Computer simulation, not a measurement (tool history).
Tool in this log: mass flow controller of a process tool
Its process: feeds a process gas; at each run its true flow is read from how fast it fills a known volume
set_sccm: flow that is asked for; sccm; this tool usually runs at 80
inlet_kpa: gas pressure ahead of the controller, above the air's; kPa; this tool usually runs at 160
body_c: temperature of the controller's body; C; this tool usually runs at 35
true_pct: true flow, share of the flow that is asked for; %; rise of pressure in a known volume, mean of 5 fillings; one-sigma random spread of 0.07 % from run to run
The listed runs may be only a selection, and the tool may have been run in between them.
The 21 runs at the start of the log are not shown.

run,hour,set_sccm,inlet_kpa,body_c,true_pct
# hour 2202.9: controller's zero set anew, once more
22,2262.9,80,217,35,98.86
23,2358.6,160,165,34,99.92
24,2519.3,41,165,22,98.35
25,2671.9,47,165,31,98.74
26,2815.2,47,165,31,98.72
27,2967.1,36,211,30,98.38
28,3085.7,36,211,30,98.48
29,3165.5,69,207,24,98.69
30,3243.3,69,207,24,98.65
31,3402.2,69,207,24,98.73
32,3542.4,69,207,24,98.70
33,3683.4,35,212,35,98.77
34,3811.2,35,212,35,98.81
35,3937.4,46,208,29,98.84

Estimate the outcome of run 36 from the log above:
36,4078.2,67,208,35,?

true_pct: 99.15 %
The same run, on a tool lacking any hidden state, would have yielded true_pct 98.69 %.

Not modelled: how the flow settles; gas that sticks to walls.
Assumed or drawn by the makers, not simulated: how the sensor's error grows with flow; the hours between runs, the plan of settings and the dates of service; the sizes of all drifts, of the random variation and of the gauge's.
